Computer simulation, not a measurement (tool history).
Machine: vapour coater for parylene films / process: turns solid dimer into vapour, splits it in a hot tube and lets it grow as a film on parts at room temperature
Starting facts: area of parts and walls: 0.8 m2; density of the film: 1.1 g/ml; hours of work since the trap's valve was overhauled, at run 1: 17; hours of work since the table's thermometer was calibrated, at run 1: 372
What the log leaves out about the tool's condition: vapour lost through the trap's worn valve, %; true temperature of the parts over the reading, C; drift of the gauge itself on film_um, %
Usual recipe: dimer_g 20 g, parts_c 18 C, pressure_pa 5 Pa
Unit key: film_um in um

run     day  dimer_g  parts_c  pressure_pa  hours of work since the trap's valve was overhauled  hours of work since the table's thermometer was calibrated  film_um
  1       0       20       18            5                                                   17                                                         372    12.28
  2   1.062       20       14            5                                                   29                                                         383    13.44
  3   2.075       20       14            5                                                   40                                                         394    13.53
  4   3.317       20       18            5                                                   53                                                         408    11.91
  5   3.942       20       18            5                                                   60                                                         414       12
  6     5.1       20       18            5                                                   73                                                         427    11.84
  7   6.417       20       18            5                                                   87                                                         441    11.78
  8    7.35       20       18            5                                                   97                                                         451     11.8
  9   8.271       20       18            5                                                  107                                                         461    11.61
 10   8.912       20       18            5                                                  114                                                         468    11.81
 11   9.604       20       18         7.63                                                  122                                                         476    11.27
 12  11.062       13       18            5                                                  137                                                         492     7.48
 13  11.812       13       18            5                                                  146                                                         500     7.49
 14  12.512       13       18            5                                                  153                                                         507     7.47
 15  13.858       16       15        10.11                                                  168                                                         522     9.37
 16  15.179       12       15         3.69                                                  182                                                         536     7.55
 17  16.742       20       24            5                                                  199                                                         553     9.59
 18  17.983       20       24            5                                                  213                                                         567     9.47
 19  19.546       12       24         6.92                                                  230                                                         584     5.45
 20  20.421       12       20         6.92                                                  239                                                         593     6.08
 21  21.562       10       26        10.27                                                  252                                                         606     4.08
 22    22.7        8       27         3.03                                                  264                                                         618     3.56
       23.8  -- trap's valve overhauled
 23   23.85        8       27         3.03                                                    1                                                         629        4
 24  24.646        8       27         3.03                                                    9                                                         637     3.92
 25    25.9       33       24         9.42                                                   23                                                         651    16.05
 26  27.121       33       24         9.42                                                   36                                                         664    16.19
 27  28.679       22       18         6.15                                                   53                                                         681    13.05

3 options for the next run, each taken on its own from the tool as it stands now. Forecast them:
  A  29.629       17       21         5.35                                                   63                                                         692        ?
  B  29.629        8       21        11.34                                                   63                                                         692        ?
  C  29.629       23       17            5                                                   63                                                         692        ?

run  film_um
  A     9.35
  B     4.17
  C    14.29
With the hidden condition removed and each run's random variation left untouched, the same runs would have given:
run  film_um
  A     9.49
  B     4.23
  C     14.5

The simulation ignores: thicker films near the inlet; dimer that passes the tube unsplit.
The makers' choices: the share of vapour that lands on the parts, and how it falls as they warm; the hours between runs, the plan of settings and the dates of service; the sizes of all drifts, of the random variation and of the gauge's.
